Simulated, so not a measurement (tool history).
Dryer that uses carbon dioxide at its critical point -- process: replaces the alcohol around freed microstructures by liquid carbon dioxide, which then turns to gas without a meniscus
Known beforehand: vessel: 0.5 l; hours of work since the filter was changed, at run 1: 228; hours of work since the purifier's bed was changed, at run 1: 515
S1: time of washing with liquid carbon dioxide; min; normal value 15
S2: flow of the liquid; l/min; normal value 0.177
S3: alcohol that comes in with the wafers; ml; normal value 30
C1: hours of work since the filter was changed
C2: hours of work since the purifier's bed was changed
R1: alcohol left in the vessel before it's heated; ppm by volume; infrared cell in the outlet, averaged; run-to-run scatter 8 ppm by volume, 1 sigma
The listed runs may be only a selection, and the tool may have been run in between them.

run	hour	S1	S2	S3	C1	C2	R1
1	0.0	15	0.177	30	228	515	655
2	11.2	15	0.177	30	234	522	630
3	21.8	15	0.143	30	240	528	1421
4	37.3	15	0.177	30	249	537	639
5	53.0	15	0.177	30	259	546	622
6	68.5	15	0.177	30	268	555	652
7	84.6	15	0.177	30	277	565	667
8	104.8	20	0.177	30	289	577	267
9	116.0	15	0.199	30	295	583	430
10	133.4	10	0.177	30	306	593	2601
11	146.0	10	0.177	30	313	601	2571
12	158.9	10	0.177	30	320	608	2675
13	170.3	10	0.177	30	327	615	2628
14	188.6	15	0.177	30	338	626	689
15	205.9	15	0.177	30	348	636	706
16	219.2	11	0.177	30	356	643	1976
17	244.3	14	0.177	30	370	658	889
18	260.6	14	0.114	30	380	668	3978
19	284.5	14	0.114	30	394	682	3869
20	302.4	15	0.299	30	404	692	221
21	324.4	15	0.177	30	417	705	720
22	345.5	15	0.177	30	430	717	729
23	368.6	15	0.177	30	443	731	740
24	380.2	15	0.177	30	450	737	734
25	392.1	11	0.116	96	457	744	21086
26	413.5	24	0.156	30	469	757	294
27	433.0	24	0.156	30	481	768	306
28	449.8	13	0.190	53	490	778	1505
29	474.4	21	0.173	26	505	793	315
30	499.2	19	0.177	96	519	807	750
31	519.4	12	0.233	25	531	819	570
32	542.9	12	0.233	25	545	833	587
33	566.5	15	0.170	103	559	846	2616
34	589.6	15	0.177	118	572	860	2517
35	602.8	15	0.177	68	580	868	1583
# hour 608.5: inlet filter changed
36	622.2	15	0.177	68	8	878	1219
37	639.5	21	0.130	34	18	888	712
# hour 653.6: purifier's bed changed
38	666.3	10	0.260	67	32	7	966
39	689.8	10	0.260	67	46	21	972
40	710.1	13	0.136	111	58	33	8578
41	734.5	13	0.136	111	72	47	8873
42	759.4	13	0.183	110	86	62	2700
43	774.0	13	0.183	110	95	70	2730
44	789.5	13	0.158	52	104	79	2492
45	809.4	13	0.158	52	116	91	2450

Alternative continuations, all from the tool just after run 45; predict every row:
A	822.3	13	0.110	21	123	99	?
B	822.3	18	0.177	27	123	99	?
C	822.3	13	0.158	45	123	99	?

run	R1
A	3322
B	191
C	2136
Without the tool's hidden state the same runs would have given:
run	R1
A	3148
B	147
C	1974
